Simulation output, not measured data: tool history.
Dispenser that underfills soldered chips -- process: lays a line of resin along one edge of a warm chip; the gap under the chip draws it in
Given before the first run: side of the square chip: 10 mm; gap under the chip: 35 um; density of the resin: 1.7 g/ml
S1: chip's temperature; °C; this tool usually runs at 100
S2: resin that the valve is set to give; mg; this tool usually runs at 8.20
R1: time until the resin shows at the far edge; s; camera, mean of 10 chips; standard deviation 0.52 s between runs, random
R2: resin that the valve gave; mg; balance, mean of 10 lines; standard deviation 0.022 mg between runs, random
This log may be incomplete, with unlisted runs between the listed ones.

Run 1, hour 0.0: usual settings. Result: R1 48.6 s, R2 7.99 mg.
Run 2, hour 5.4: usual settings. Result: R1 66.7 s, R2 7.99 mg.
Run 3, hour 12.7: usual settings. Result: R1 104.6 s, R2 8.00 mg.
At hour 14.9: new syringe of resin.
Run 4, hour 20.8: usual settings. Result: R1 61.5 s, R2 7.97 mg.
Run 5, hour 29.2: usual settings. Result: R1 102.5 s, R2 7.94 mg.
At hour 31.3: new syringe of resin.
Run 6, hour 35.7: usual settings. Result: R1 57.0 s, R2 7.90 mg.
Run 7, hour 41.0: usual settings. Result: R1 77.3 s, R2 7.89 mg.
Run 8, hour 45.1: usual settings. Result: R1 100.3 s, R2 7.86 mg.
At hour 47.6: new syringe of resin.
Run 9, hour 51.1: usual settings but S1 89 °C. Result: R1 89.5 s, R2 7.90 mg.
Run 10, hour 56.3: usual settings. Result: R1 77.2 s, R2 7.82 mg.
Run 11, hour 63.0: usual settings but S2 7.03 mg. Result: R1 118.1 s, R2 6.72 mg.
At hour 63.9: new syringe of resin.
Run 12, hour 68.9: usual settings but S2 7.03 mg. Result: R1 65.5 s, R2 6.74 mg.
Run 13, hour 77.4: usual settings but S2 7.03 mg. Result: R1 106.6 s, R2 6.71 mg.
At hour 80.6: new syringe of resin.
Run 14, hour 87.7: usual settings but S2 7.03 mg. Result: R1 73.4 s, R2 6.66 mg.
At hour 94.3: dispensing valve cleaned and set on the balance.
Run 15, hour 96.2: usual settings but S1 111 °C. Result: R1 65.5 s, R2 8.20 mg.
At hour 97.9: new syringe of resin.
Run 16, hour 105.5: usual settings but S1 88 °C. Result: R1 122.1 s, R2 8.18 mg.
Run 17, hour 109.8: usual settings but S2 9.65 mg. Result: R1 88.4 s, R2 9.65 mg.
At hour 114.5: new syringe of resin.
Run 18, hour 118.8: usual settings but S2 9.65 mg. Result: R1 56.6 s, R2 9.59 mg.
Run 19, hour 128.4: usual settings but S1 102 °C, S2 8.17 mg. Result: R1 93.9 s, R2 8.09 mg.
At hour 130.9: new syringe of resin.
Run 20, hour 135.2: usual settings but S1 102 °C, S2 8.17 mg. Result: R1 53.3 s, R2 8.08 mg.
Run 21, hour 141.5: usual settings but S1 102 °C, S2 8.17 mg. Result: R1 78.5 s, R2 8.07 mg.
Run 22, hour 146.0: usual settings but S1 102 °C, S2 10.57 mg. Result: R1 97.4 s, R2 10.41 mg.
At hour 147.7: new syringe of resin.
Run 23, hour 151.3: usual settings but S2 10.30 mg. Result: R1 54.6 s, R2 10.16 mg.
Run 24, hour 160.0: usual settings but S1 94 °C, S2 8.97 mg. Result: R1 121.3 s, R2 8.83 mg.
At hour 164.0: new syringe of resin.
Run 25, hour 166.5: usual settings but S1 94 °C, S2 8.97 mg. Result: R1 66.8 s, R2 8.74 mg.
Run 26, hour 174.7: usual settings but S1 108 °C, S2 10.17 mg. Result: R1 57.9 s, R2 9.93 mg.
At hour 180.5: new syringe of resin.
Run 27, hour 183.8: usual settings but S1 108 °C, S2 10.17 mg. Result: R1 39.1 s, R2 9.91 mg.
Run 28, hour 193.1: usual settings but S1 88 °C, S2 7.45 mg. Result: R1 170.9 s, R2 7.22 mg.
At hour 196.9: new syringe of resin.
Run 29, hour 200.0: usual settings but S1 90 °C, S2 10.40 mg. Result: R1 83.5 s, R2 10.10 mg.
Run 30, hour 206.7: usual settings but S1 91 °C, S2 8.88 mg. Result: R1 119.3 s, R2 8.54 mg.
At hour 213.5: new syringe of resin.
Run 31, hour 217.0: usual settings but S1 106 °C, S2 8.27 mg. Result: R1 42.4 s, R2 7.96 mg.
Run 32, hour 226.2: usual settings but S1 85 °C, S2 8.27 mg. Result: R1 192.0 s, R2 7.98 mg.
At hour 229.8: new syringe of resin.
Run 33, hour 235.0: usual settings but S1 110 °C, S2 9.60 mg. Result: R1 39.7 s, R2 9.20 mg.
Run 34, hour 241.7: usual settings but S1 110 °C, S2 9.60 mg. Result: R1 60.5 s, R2 9.21 mg.
At hour 246.0: new syringe of resin.
Run 35, hour 247.6: usual settings but S1 101 °C, S2 7.16 mg. Result: R1 50.2 s, R2 6.85 mg.
Run 36, hour 253.2: usual settings but S1 91 °C, S2 10.49 mg. Result: R1 103.3 s, R2 9.95 mg.

Below are 4 alternative next runs, each starting from the tool's condition after run 36. Predict each:
Run A, hour 258.0: usual settings but S1 95 °C. Result: R1 ?, R2 ?.
Run B, hour 258.0: usual settings but S1 97 °C, S2 7.04 mg. Result: R1 ?, R2 ?.
Run C, hour 258.0: usual settings but S1 92 °C, S2 8.19 mg. Result: R1 ?, R2 ?.
Run D, hour 258.0: usual settings but S1 103 °C, S2 9.32 mg. Result: R1 ?, R2 ?.

run     R1    R2
  A  117.7  7.81
  B  116.2  6.67
  C  136.0  7.81
  D   81.3  8.91
With no hidden state in the tool, these same runs would have given:
run    R1    R2
  A  52.1  8.22
  B  51.0  7.02
  C  60.3  8.22
  D  36.2  9.36
